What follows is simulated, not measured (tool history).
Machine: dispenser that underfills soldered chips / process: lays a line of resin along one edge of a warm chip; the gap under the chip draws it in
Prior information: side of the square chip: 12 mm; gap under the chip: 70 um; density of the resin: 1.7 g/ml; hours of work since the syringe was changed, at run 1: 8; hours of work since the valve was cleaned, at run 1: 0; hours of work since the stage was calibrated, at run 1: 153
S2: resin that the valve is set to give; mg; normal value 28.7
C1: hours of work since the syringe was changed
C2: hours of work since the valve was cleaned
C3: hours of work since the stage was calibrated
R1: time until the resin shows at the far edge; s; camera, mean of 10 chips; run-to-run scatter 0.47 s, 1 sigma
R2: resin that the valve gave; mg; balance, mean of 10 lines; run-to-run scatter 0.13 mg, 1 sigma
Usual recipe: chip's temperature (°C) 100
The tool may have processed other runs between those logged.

Run 1, day 0: usual settings; C1 8; C2 0; C3 153. Result: R1 75.1 s, R2 28.57 mg.
At day 0.188: new syringe of resin.
Run 2, day 0.188: usual settings but S2 25.1 mg; C1 0; C2 3; C3 156. Result: R1 36.1 s, R2 25.1 mg.
Run 3, day 0.329: usual settings but S2 25.1 mg; C1 2; C2 5; C3 159. Result: R1 45.8 s, R2 25.08 mg.
Run 4, day 0.562: usual settings but S2 25.1 mg; C1 7; C2 10; C3 163. Result: R1 65.1 s, R2 24.86 mg.
Run 5, day 0.667: usual settings but S2 25.1 mg; C1 8; C2 11; C3 164. Result: R1 74.7 s, R2 25 mg.
Run 6, day 0.783: usual settings but S2 25.1 mg; C1 10; C2 13; C3 166. Result: R1 91.1 s, R2 24.86 mg.
At day 0.862: new syringe of resin.
Run 7, day 0.946: usual settings but S2 25.1 mg; C1 1; C2 16; C3 169. Result: R1 42.1 s, R2 25.02 mg.
Run 8, day 1.104: usual settings but S2 27.5 mg; C1 4; C2 19; C3 172. Result: R1 52.4 s, R2 27.27 mg.
Run 9, day 1.254: usual settings; C1 7; C2 21; C3 174. Result: R1 66 s, R2 28.18 mg.
Run 10, day 1.4: usual settings; C1 9; C2 24; C3 177. Result: R1 81.5 s, R2 28.07 mg.
At day 1.55: new syringe of resin.
Run 11, day 1.612: usual settings; C1 1; C2 27; C3 180. Result: R1 39 s, R2 28.21 mg.
Run 12, day 1.775: usual settings; C1 4; C2 30; C3 183. Result: R1 50.1 s, R2 28.18 mg.
Run 13, day 2: usual settings but S2 31.8 mg; C1 8; C2 34; C3 187. Result: R1 71.1 s, R2 31.16 mg.
Run 14, day 2.108: usual settings but chip's temperature (°C) 112, S2 31.8 mg; C1 10; C2 36; C3 189. Result: R1 53.6 s, R2 31.16 mg.
At day 2.229: new syringe of resin.
Run 15, day 2.233: usual settings but chip's temperature (°C) 113, S2 29 mg; C1 0; C2 38; C3 191. Result: R1 21.6 s, R2 28.46 mg.
Run 16, day 2.35: usual settings but chip's temperature (°C) 103, S2 36.6 mg; C1 2; C2 40; C3 193. Result: R1 37.1 s, R2 35.46 mg.
Run 17, day 2.504: usual settings but chip's temperature (°C) 111, S2 26.4 mg; C1 5; C2 42; C3 195. Result: R1 36 s, R2 25.64 mg.
Run 18, day 2.675: usual settings but S2 32.3 mg; C1 8; C2 45; C3 198. Result: R1 69.2 s, R2 31.43 mg.
Run 19, day 2.817: usual settings but S2 32.3 mg; C1 10; C2 48; C3 201. Result: R1 85.1 s, R2 31.15 mg.
At day 2.883: dispensing valve cleaned and set on the balance.
At day 2.95: new syringe of resin.
Run 20, day 3.075: usual settings but S2 34.1 mg; C1 2; C2 3; C3 204. Result: R1 43.7 s, R2 34.27 mg.
Run 21, day 3.188: usual settings but chip's temperature (°C) 112, S2 25.3 mg; C1 4; C2 5; C3 206. Result: R1 34.4 s, R2 25.37 mg.
Run 22, day 3.396: usual settings but chip's temperature (°C) 112, S2 25.3 mg; C1 8; C2 9; C3 210. Result: R1 47.2 s, R2 25.24 mg.
Run 23, day 3.529: usual settings but chip's temperature (°C) 112, S2 31.1 mg; C1 10; C2 11; C3 212. Result: R1 56.2 s, R2 30.63 mg.
At day 3.621: new syringe of resin.
Run 24, day 3.704: usual settings but chip's temperature (°C) 112, S2 31.1 mg; C1 1; C2 14; C3 215. Result: R1 25.9 s, R2 30.69 mg.
Run 25, day 3.904: usual settings but chip's temperature (°C) 91, S2 32.6 mg; C1 5; C2 17; C3 218. Result: R1 77.5 s, R2 32.47 mg.
Run 26, day 4.083: usual settings but chip's temperature (°C) 102, S2 25.8 mg; C1 8; C2 20; C3 222. Result: R1 68 s, R2 25.36 mg.
At day 4.3: new syringe of resin.
Run 27, day 4.308: usual settings but chip's temperature (°C) 89, S2 34.5 mg; C1 0; C2 24; C3 225. Result: R1 56.5 s, R2 33.94 mg.
Run 28, day 4.529: usual settings but chip's temperature (°C) 89, S2 33.1 mg; C1 4; C2 28; C3 229. Result: R1 79.5 s, R2 32.63 mg.

Forecast each of these 4 alternatives for the next run:
Run A, day 4.758: usual settings but chip's temperature (°C) 98, S2 33.1 mg; C1 8; C2 32; C3 233. Result: R1 ?, R2 ?.
Run B, day 4.758: usual settings but chip's temperature (°C) 104, S2 26.8 mg; C1 8; C2 32; C3 233. Result: R1 ?, R2 ?.
Run C, day 4.758: usual settings but chip's temperature (°C) 102, S2 26.6 mg; C1 8; C2 32; C3 233. Result: R1 ?, R2 ?.
Run D, day 4.758: usual settings but chip's temperature (°C) 105, S2 33.9 mg; C1 8; C2 32; C3 233. Result: R1 ?, R2 ?.

run    R1     R2
  A  77.2  32.15
  B  64.7  26.12
  C  68.9  26.22
  D  59.5  33.02
Without the tool's hidden state the same runs would have given:
run    R1     R2
  A  37.2  32.88
  B  31.5  26.71
  C  33.6   26.8
  D  28.6  33.76
